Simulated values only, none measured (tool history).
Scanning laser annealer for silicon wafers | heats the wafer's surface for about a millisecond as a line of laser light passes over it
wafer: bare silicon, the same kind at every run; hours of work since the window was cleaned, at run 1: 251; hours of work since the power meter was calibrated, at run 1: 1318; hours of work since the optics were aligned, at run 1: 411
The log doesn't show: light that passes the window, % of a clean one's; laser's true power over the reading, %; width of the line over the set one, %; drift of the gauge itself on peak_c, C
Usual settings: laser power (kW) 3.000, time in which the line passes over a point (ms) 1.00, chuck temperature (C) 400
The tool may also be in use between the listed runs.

| run | hour | laser power (kW) | time in which the line passes over a point (ms) | chuck temperature (C) | hours of work since the window was cleaned | hours of work since the power meter was calibrated | hours of work since the optics were aligned | highest temperature of the surface (C) |
|---|---|---|---|---|---|---|---|---|
| 1 | 0.0 | 3.000 | 1.00 | 400 | 251 | 1318 | 411 | 1197 |
| 2 | 42.3 | 3.000 | 1.00 | 400 | 272 | 1339 | 432 | 1198 |
| 3 | 77.7 | 3.000 | 1.00 | 400 | 290 | 1356 | 450 | 1193 |
| 4 | 116.9 | 3.000 | 1.00 | 400 | 309 | 1376 | 469 | 1193 |
| 5 | 181.0 | 3.000 | 1.00 | 400 | 341 | 1407 | 501 | 1193 |
|  | 203.5 | window over the wafer cleaned |
| 6 | 247.5 | 3.000 | 1.00 | 400 | 22 | 1439 | 533 | 1212 |
| 7 | 298.0 | 3.000 | 1.00 | 400 | 47 | 1464 | 558 | 1215 |
| 8 | 334.1 | 3.000 | 1.00 | 418 | 65 | 1482 | 576 | 1230 |
| 9 | 386.9 | 3.000 | 1.00 | 418 | 91 | 1509 | 602 | 1226 |
| 10 | 422.6 | 3.000 | 1.00 | 418 | 109 | 1526 | 620 | 1227 |
| 11 | 485.6 | 3.000 | 1.00 | 418 | 140 | 1558 | 651 | 1226 |
| 12 | 550.4 | 3.000 | 1.00 | 418 | 172 | 1590 | 683 | 1222 |
| 13 | 596.3 | 3.000 | 1.00 | 418 | 195 | 1612 | 706 | 1219 |
| 14 | 660.9 | 3.000 | 1.00 | 418 | 227 | 1644 | 738 | 1216 |
| 15 | 715.3 | 3.000 | 1.00 | 418 | 254 | 1671 | 765 | 1217 |
| 16 | 752.1 | 3.000 | 1.00 | 400 | 272 | 1690 | 783 | 1196 |
| 17 | 813.0 | 3.223 | 1.00 | 400 | 302 | 1720 | 813 | 1258 |
| 18 | 870.4 | 3.223 | 1.00 | 400 | 331 | 1748 | 842 | 1260 |
| 19 | 904.8 | 3.223 | 1.00 | 394 | 348 | 1765 | 859 | 1247 |
|  | 911.9 | window over the wafer cleaned |
| 20 | 947.0 | 3.223 | 1.00 | 433 | 17 | 1785 | 879 | 1317 |
| 21 | 980.2 | 3.223 | 1.00 | 433 | 34 | 1802 | 895 | 1316 |
| 22 | 1009.4 | 3.223 | 1.00 | 433 | 48 | 1816 | 910 | 1317 |
| 23 | 1049.4 | 2.850 | 0.91 | 366 | 68 | 1836 | 929 | 1092 |
| 24 | 1105.1 | 2.850 | 0.91 | 366 | 96 | 1864 | 957 | 1093 |
| 25 | 1135.0 | 2.850 | 0.91 | 366 | 111 | 1879 | 972 | 1093 |
|  | 1159.4 | optics aligned, line set to its width |
| 26 | 1191.4 | 2.822 | 0.75 | 423 | 136 | 1904 | 16 | 1073 |
| 27 | 1259.4 | 2.822 | 0.75 | 397 | 170 | 1938 | 50 | 1043 |
| 28 | 1301.3 | 2.893 | 1.21 | 396 | 191 | 1959 | 70 | 1253 |
| 29 | 1343.3 | 3.000 | 0.74 | 398 | 211 | 1979 | 91 | 1086 |
| 30 | 1402.4 | 2.821 | 0.83 | 400 | 241 | 2009 | 120 | 1078 |
| 31 | 1460.6 | 2.821 | 0.83 | 400 | 270 | 2038 | 149 | 1075 |
| 32 | 1501.8 | 3.174 | 0.74 | 377 | 290 | 2058 | 170 | 1105 |
| 33 | 1561.2 | 3.032 | 0.74 | 388 | 319 | 2087 | 199 | 1072 |
| 34 | 1612.8 | 3.248 | 0.98 | 388 | 345 | 2113 | 225 | 1252 |
|  | 1628.9 | window over the wafer cleaned |
| 35 | 1654.2 | 3.248 | 0.98 | 388 | 13 | 2133 | 244 | 1278 |
| 36 | 1697.0 | 2.814 | 1.02 | 400 | 34 | 2154 | 266 | 1170 |
| 37 | 1741.4 | 2.814 | 1.02 | 400 | 56 | 2176 | 288 | 1169 |
| 38 | 1803.3 | 2.580 | 1.00 | 436 | 86 | 2206 | 318 | 1124 |
| 39 | 1844.7 | 2.580 | 1.00 | 405 | 107 | 2227 | 339 | 1093 |
| 40 | 1910.3 | 2.870 | 1.07 | 402 | 139 | 2260 | 371 | 1201 |

How the hidden state differs across the entries between the runs, from the last listed run before each to the first after it:
Between runs 5 and 6: window over the wafer cleaned (hour 203.5)
  light that passes the window, % of a clean one's: 97.01 -> 99.69; laser's true power over the reading, %: 0.85 -> 0.86; width of the line over the set one, %: 1.01 -> 1.06
  measured less the result without the state, highest temperature of the surface (C): -26 -> +0
Between runs 19 and 20: window over the wafer cleaned (hour 911.9)
  light that passes the window, % of a clean one's: 96.94 -> 99.83; laser's true power over the reading, %: 0.96 -> 0.97; width of the line over the set one, %: 1.58 -> 1.61
  measured less the result without the state, highest temperature of the surface (C): -30 -> -1
Between runs 25 and 26: optics aligned, line set to its width (hour 1159.4)
  light that passes the window, % of a clean one's: 99.04 -> 98.8; width of the line over the set one, %: 1.75 -> 0.13
  measured less the result without the state, highest temperature of the surface (C): -8 -> -2
Between runs 34 and 35: window over the wafer cleaned (hour 1628.9)
  light that passes the window, % of a clean one's: 97.07 -> 99.73; laser's true power over the reading, %: 1.07 -> 1.08; width of the line over the set one, %: 0.45 -> 0.49
  measured less the result without the state, highest temperature of the surface (C): -22 -> +6
